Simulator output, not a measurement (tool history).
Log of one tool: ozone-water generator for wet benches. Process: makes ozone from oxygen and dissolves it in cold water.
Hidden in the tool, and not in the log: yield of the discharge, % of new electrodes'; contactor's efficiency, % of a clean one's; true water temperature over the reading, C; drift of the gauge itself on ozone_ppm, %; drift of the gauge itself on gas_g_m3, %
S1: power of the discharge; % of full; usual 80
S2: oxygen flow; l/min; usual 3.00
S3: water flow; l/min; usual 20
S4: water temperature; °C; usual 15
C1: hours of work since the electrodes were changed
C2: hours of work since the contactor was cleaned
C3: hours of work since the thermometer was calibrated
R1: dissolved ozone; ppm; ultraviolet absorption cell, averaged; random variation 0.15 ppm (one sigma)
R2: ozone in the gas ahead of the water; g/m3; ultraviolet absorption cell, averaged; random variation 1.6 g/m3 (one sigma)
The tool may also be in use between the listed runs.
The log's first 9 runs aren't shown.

run 10 hour=869.6 | S1=42 S2=3.00 S3=20 S4=15 | C1=941 C2=3680 C3=4390 | R1=10.8 R2=171.6
-- hour=929.2 water thermometer calibrated
run 11 hour=947.2 | S1=42 S2=3.00 S3=20 S4=15 | C1=1005 C2=3744 C3=15 | R1=10.7 R2=169.5
run 12 hour=1102.6 | S1=42 S2=3.00 S3=20 S4=15 | C1=1134 C2=3873 C3=144 | R1=10.5 R2=172.3
run 13 hour=1173.0 | S1=42 S2=3.00 S3=20 S4=15 | C1=1192 C2=3932 C3=203 | R1=10.8 R2=170.9
run 14 hour=1258.3 | S1=42 S2=3.00 S3=20 S4=15 | C1=1263 C2=4002 C3=273 | R1=10.7 R2=171.3
run 15 hour=1363.7 | S1=42 S2=3.00 S3=20 S4=15 | C1=1351 C2=4090 C3=361 | R1=10.7 R2=170.5
run 16 hour=1512.1 | S1=42 S2=3.00 S3=20 S4=15 | C1=1474 C2=4213 C3=484 | R1=10.6 R2=171.4
run 17 hour=1673.2 | S1=42 S2=3.00 S3=20 S4=15 | C1=1608 C2=4347 C3=618 | R1=10.6 R2=171.6
run 18 hour=1830.9 | S1=82 S2=5.15 S3=20 S4=15 | C1=1739 C2=4478 C3=749 | R1=22.5 R2=255.4
run 19 hour=1962.2 | S1=80 S2=2.86 S3=20 S4=15 | C1=1848 C2=4587 C3=858 | R1=18.3 R2=303.2
run 20 hour=2119.2 | S1=80 S2=2.86 S3=26 S4=15 | C1=1978 C2=4718 C3=989 | R1=13.8 R2=303.5
run 21 hour=2215.6 | S1=80 S2=2.86 S3=26 S4=15 | C1=2059 C2=4798 C3=1069 | R1=13.8 R2=304.4
run 22 hour=2310.7 | S1=52 S2=2.54 S3=25 S4=8 | C1=2138 C2=4877 C3=1148 | R1=10.1 R2=218.6
run 23 hour=2450.9 | S1=57 S2=1.55 S3=28 S4=11 | C1=2254 C2=4993 C3=1264 | R1=7.2 R2=279.6
run 24 hour=2572.8 | S1=80 S2=2.58 S3=20 S4=19 | C1=2355 C2=5095 C3=1366 | R1=17.0 R2=318.3
run 25 hour=2641.1 | S1=80 S2=2.58 S3=20 S4=19 | C1=2412 C2=5151 C3=1422 | R1=17.0 R2=317.8
run 26 hour=2761.6 | S1=80 S2=2.53 S3=20 S4=22 | C1=2512 C2=5252 C3=1523 | R1=16.5 R2=319.7
run 27 hour=2876.5 | S1=77 S2=2.70 S3=29 S4=8 | C1=2608 C2=5347 C3=1618 | R1=12.3 R2=299.7
run 28 hour=3005.4 | S1=75 S2=2.70 S3=29 S4=8 | C1=2715 C2=5454 C3=1725 | R1=12.1 R2=292.8
run 29 hour=3096.1 | S1=80 S2=3.00 S3=31 S4=15 | C1=2790 C2=5530 C3=1800 | R1=12.0 R2=301.6
run 30 hour=3220.1 | S1=99 S2=1.55 S3=26 S4=20 | C1=2893 C2=5633 C3=1904 | R1=12.1 R2=452.0
run 31 hour=3365.0 | S1=68 S2=1.55 S3=26 S4=20 | C1=3014 C2=5753 C3=2024 | R1=8.9 R2=326.9
run 32 hour=3525.9 | S1=80 S2=3.00 S3=24 S4=21 | C1=3147 C2=5887 C3=2158 | R1=14.7 R2=299.0

3 ways to go on from here, each from the tool as it stands after run 32. What would each give?
run A hour=3603.3 | S1=80 S2=4.45 S3=14 S4=13 | C1=3212 C2=5951 C3=2222 | R1=? R2=?
run B hour=3603.3 | S1=83 S2=3.00 S3=18 S4=21 | C1=3212 C2=5951 C3=2222 | R1=? R2=?
run C hour=3603.3 | S1=46 S2=3.00 S3=24 S4=20 | C1=3212 C2=5951 C3=2222 | R1=? R2=?

run=A R1=29.4 R2=262.2
run=B R1=19.9 R2=308.2
run=C R1=9.3 R2=182.8
Without the tool's hidden state the same runs would have given:
run=A R1=29.5 R2=262.3
run=B R1=19.9 R2=308.3
run=C R1=9.3 R2=182.8
